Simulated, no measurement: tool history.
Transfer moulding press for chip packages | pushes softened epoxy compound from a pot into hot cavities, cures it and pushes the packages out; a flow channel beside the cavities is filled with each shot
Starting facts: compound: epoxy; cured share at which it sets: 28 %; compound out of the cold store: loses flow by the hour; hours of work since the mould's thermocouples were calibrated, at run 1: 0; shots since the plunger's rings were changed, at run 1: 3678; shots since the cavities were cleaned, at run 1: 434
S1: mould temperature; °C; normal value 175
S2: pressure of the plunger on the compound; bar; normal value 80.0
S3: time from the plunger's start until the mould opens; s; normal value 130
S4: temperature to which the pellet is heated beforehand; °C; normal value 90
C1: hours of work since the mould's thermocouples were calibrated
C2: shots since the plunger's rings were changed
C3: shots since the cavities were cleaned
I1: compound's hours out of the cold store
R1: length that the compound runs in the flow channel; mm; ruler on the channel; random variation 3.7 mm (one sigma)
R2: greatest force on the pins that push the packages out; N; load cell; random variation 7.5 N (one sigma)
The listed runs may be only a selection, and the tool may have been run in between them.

run 1 hour=0.0 | S1=175 S2=80.0 S3=130 S4=90 | C1=0 C2=3678 C3=434 | I1=20.7 | R1=967 R2=331
run 2 hour=14.7 | S1=175 S2=92.3 S3=130 S4=90 | C1=11 C2=3853 C3=609 | I1=33.9 | R1=991 R2=319
-- hour=25.3 cavities cleaned with cleaning compound and waxed
run 3 hour=50.0 | S1=179 S2=80.0 S3=130 S4=90 | C1=37 C2=4255 C3=294 | I1=40.9 | R1=883 R2=261
run 4 hour=75.9 | S1=175 S2=80.0 S3=130 S4=90 | C1=57 C2=4564 C3=603 | I1=10.5 | R1=1002 R2=324
-- hour=81.2 plunger's sealing rings changed
-- hour=88.1 cavities cleaned with cleaning compound and waxed
run 5 hour=111.7 | S1=175 S2=80.0 S3=130 S4=90 | C1=82 C2=346 C3=281 | I1=26.8 | R1=943 R2=314
run 6 hour=141.9 | S1=175 S2=80.0 S3=130 S4=90 | C1=105 C2=705 C3=640 | I1=12.3 | R1=998 R2=328
-- hour=148.4 cavities cleaned with cleaning compound and waxed
run 7 hour=168.8 | S1=175 S2=80.0 S3=130 S4=90 | C1=125 C2=1008 C3=244 | I1=8.8 | R1=1005 R2=329
run 8 hour=189.0 | S1=175 S2=80.0 S3=130 S4=90 | C1=140 C2=1248 C3=484 | I1=12.0 | R1=998 R2=327
-- hour=208.1 cavities cleaned with cleaning compound and waxed
run 9 hour=210.6 | S1=175 S2=80.0 S3=130 S4=90 | C1=156 C2=1487 C3=29 | I1=31.6 | R1=934 R2=294
run 10 hour=233.4 | S1=175 S2=80.0 S3=133 S4=90 | C1=173 C2=1759 C3=301 | I1=14.7 | R1=985 R2=307
run 11 hour=248.4 | S1=175 S2=80.0 S3=133 S4=90 | C1=185 C2=1938 C3=480 | I1=47.0 | R1=878 R2=301
run 12 hour=264.0 | S1=175 S2=80.0 S3=135 S4=90 | C1=197 C2=2123 C3=665 | I1=11.7 | R1=1002 R2=304
-- hour=268.5 cavities cleaned with cleaning compound and waxed
run 13 hour=294.1 | S1=175 S2=80.0 S3=135 S4=90 | C1=219 C2=2464 C3=306 | I1=24.6 | R1=955 R2=303
run 14 hour=313.6 | S1=167 S2=65.9 S3=130 S4=90 | C1=234 C2=2695 C3=537 | I1=31.8 | R1=878 R2=515
-- hour=328.4 cavities cleaned with cleaning compound and waxed
run 15 hour=337.2 | S1=167 S2=65.9 S3=130 S4=95 | C1=251 C2=2959 C3=106 | I1=41.6 | R1=848 R2=485
run 16 hour=371.0 | S1=176 S2=80.0 S3=161 S4=87 | C1=277 C2=3361 C3=508 | I1=18.4 | R1=967 R2=249
-- hour=387.9 cavities cleaned with cleaning compound and waxed
run 17 hour=389.9 | S1=175 S2=65.4 S3=143 S4=90 | C1=290 C2=3569 C3=25 | I1=36.6 | R1=822 R2=269
run 18 hour=414.4 | S1=175 S2=99.8 S3=130 S4=90 | C1=309 C2=3859 C3=315 | I1=36.4 | R1=1021 R2=308
run 19 hour=429.5 | S1=183 S2=99.8 S3=130 S4=88 | C1=321 C2=4039 C3=495 | I1=23.6 | R1=1037 R2=239
-- hour=446.8 cavities cleaned with cleaning compound and waxed
run 20 hour=464.3 | S1=181 S2=80.0 S3=130 S4=86 | C1=346 C2=4436 C3=209 | I1=32.9 | R1=898 R2=258
-- hour=479.0 plunger's sealing rings changed
-- hour=485.8 mould's thermocouples calibrated
run 21 hour=498.7 | S1=173 S2=80.0 S3=157 S4=86 | C1=10 C2=210 C3=565 | I1=8.7 | R1=1021 R2=268
-- hour=511.0 cavities cleaned with cleaning compound and waxed
run 22 hour=527.4 | S1=173 S2=80.0 S3=157 S4=86 | C1=31 C2=534 C3=196 | I1=28.8 | R1=949 R2=267

Run 23 is up next; what results do you expect?
run 23 hour=549.3 | S1=173 S2=80.0 S3=157 S4=86 | C1=48 C2=795 C3=457 | I1=44.5 | R1=? R2=?

R1: 897 mm
R2: 270 N
Were there no unlogged condition in the tool, this run, its random variation unchanged, would have produced R1 898 mm, R2 267 N.
